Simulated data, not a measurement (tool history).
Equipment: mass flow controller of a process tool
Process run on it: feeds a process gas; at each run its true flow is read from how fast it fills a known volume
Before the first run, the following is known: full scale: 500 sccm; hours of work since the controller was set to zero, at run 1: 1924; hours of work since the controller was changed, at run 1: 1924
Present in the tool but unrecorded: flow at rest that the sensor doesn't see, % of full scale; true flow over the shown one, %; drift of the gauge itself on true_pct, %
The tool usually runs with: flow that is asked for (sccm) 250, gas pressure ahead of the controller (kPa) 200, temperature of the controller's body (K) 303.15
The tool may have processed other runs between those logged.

run      day  flow that is asked for (sccm)  gas pressure ahead of the controller (kPa)  temperature of the controller's body (K)  hours of work since the controller was set to zero  hours of work since the controller was changed  true flow (%)
  1    0.000                            250                                         200                                    303.15                                                1924                                            1924          98.83
  2    2.746                            250                                         200                                    303.15                                                1972                                            1972          98.94
  3    5.033                            250                                         200                                    294.15                                                2012                                            2012          99.46
  4    9.142                            250                                         200                                    310.15                                                2084                                            2084          98.25
  5   13.125                            250                                         200                                    310.15                                                2153                                            2153          98.16
  6   16.433                            250                                         200                                    303.15                                                2211                                            2211          98.64
  7   19.546                            250                                         200                                    303.15                                                2266                                            2266          98.69
  8   22.192                            250                                         200                                    303.15                                                2312                                            2312          98.57
  9   26.067                            250                                         200                                    303.15                                                2379                                            2379          98.62
 10   30.246                            250                                         200                                    303.15                                                2452                                            2452          98.76
 11   33.412                            250                                         200                                    303.15                                                2508                                            2508          98.61
 12   37.329                            250                                         200                                    303.15                                                2576                                            2576          98.44
 13   39.871                            250                                         200                                    303.15                                                2621                                            2621          98.54
 14   42.067                            250                                         167                                    303.15                                                2659                                            2659          98.29
      42.433  -- controller's zero set anew
 15   43.921                            250                                         167                                    303.15                                                  26                                            2691          97.57
 16   46.579                            250                                         167                                    293.15                                                  72                                            2737          98.22
 17   50.375                            250                                         200                                    303.15                                                 139                                            2804          97.81
 18   52.646                            250                                         200                                    303.15                                                 178                                            2843          97.67
 19   55.467                            250                                         200                                    303.15                                                 228                                            2893          97.78
      55.862  -- controller's zero set anew, once more
 20   57.529                            250                                         200                                    303.15                                                  29                                            2928          99.65
 21   61.904                            250                                         200                                    302.15                                                 106                                            3005          99.67
 22   66.304                            250                                         200                                    302.15                                                 182                                            3082          99.65
 23   69.967                            250                                         200                                    302.15                                                 246                                            3146          99.73
 24   72.075                            250                                         200                                    310.15                                                 283                                            3182          99.06
 25   74.621                            108                                         273                                    312.15                                                 328                                            3227          98.97
 26   78.796                             60                                         257                                    298.15                                                 401                                            3300          99.22
 27   82.188                             60                                         257                                    298.15                                                 460                                            3359          99.14
 28   86.108                            168                                         153                                    294.15                                                 528                                            3428          99.44
 29   87.933                            168                                         153                                    294.15                                                 560                                            3459          99.57
 30   90.758                            168                                         153                                    294.15                                                 610                                            3509          99.43
 31   93.696                             71                                         140                                    302.15                                                 661                                            3560          97.95
 32   96.988                             99                                         200                                    303.15                                                 718                                            3618          98.76
 33  101.267                            151                                         200                                    296.15                                                 793                                            3692          99.64
 34  104.729                            129                                         209                                    294.15                                                 854                                            3753          99.67
 35  108.288                            246                                         155                                    305.15                                                 916                                            3815          98.69
 36  111.071                             99                                         200                                    298.15                                                 964                                            3864          98.71
 37  115.008                            359                                         174                                    311.15                                                1033                                            3932          98.84
 38  118.746                            359                                         174                                    311.15                                                1098                                            3998          98.69
 39  121.212                            250                                         181                                    304.15                                                1142                                            4041          99.03
 40  125.083                            250                                         181                                    304.15                                                1209                                            4108          99.09
 41  127.829                            250                                         181                                    304.15                                                1257                                            4156          99.03
 42  132.262                            301                                         200                                    306.15                                                1335                                            4234          99.13
 43  135.204                            301                                         200                                    306.15                                                1386                                            4285          99.17
 44  138.300                            301                                         200                                    310.15                                                1440                                            4339          98.76
 45  141.738                            301                                         200                                    310.15                                                1500                                            4399          98.74
 46  143.983                            420                                         200                                    303.15                                                1539                                            4439          99.49
 47  148.117                            420                                         200                                    303.15                                                1611                                            4511          99.57

Pick out some run-to-run changes in true flow (%). Of each, how much would a tool without hidden state show as well, from the settings, what came in and chance, and how much is left for the hidden state and any gauge scatter not in both results compared?
Run 3 -> 4: temperature of the controller's body (K) 294.15 -> 310.15. true flow (%) -1.21: hidden state -0.03, all else -1.18.
Run 19 -> 20: controller's zero set anew, once more. true flow (%) +1.87: hidden state +1.86, all else +0.01.
Run 30 -> 31: flow that is asked for (sccm) 168 -> 71, gas pressure ahead of the controller (kPa) 153 -> 140, temperature of the controller's body (K) 294.15 -> 302.15. true flow (%) -1.48: hidden state -0.81, all else -0.67.
Run 36 -> 37: flow that is asked for (sccm) 99 -> 359, gas pressure ahead of the controller (kPa) 200 -> 174, temperature of the controller's body (K) 298.15 -> 311.15. true flow (%) +0.13: hidden state +0.93, all else -0.80.

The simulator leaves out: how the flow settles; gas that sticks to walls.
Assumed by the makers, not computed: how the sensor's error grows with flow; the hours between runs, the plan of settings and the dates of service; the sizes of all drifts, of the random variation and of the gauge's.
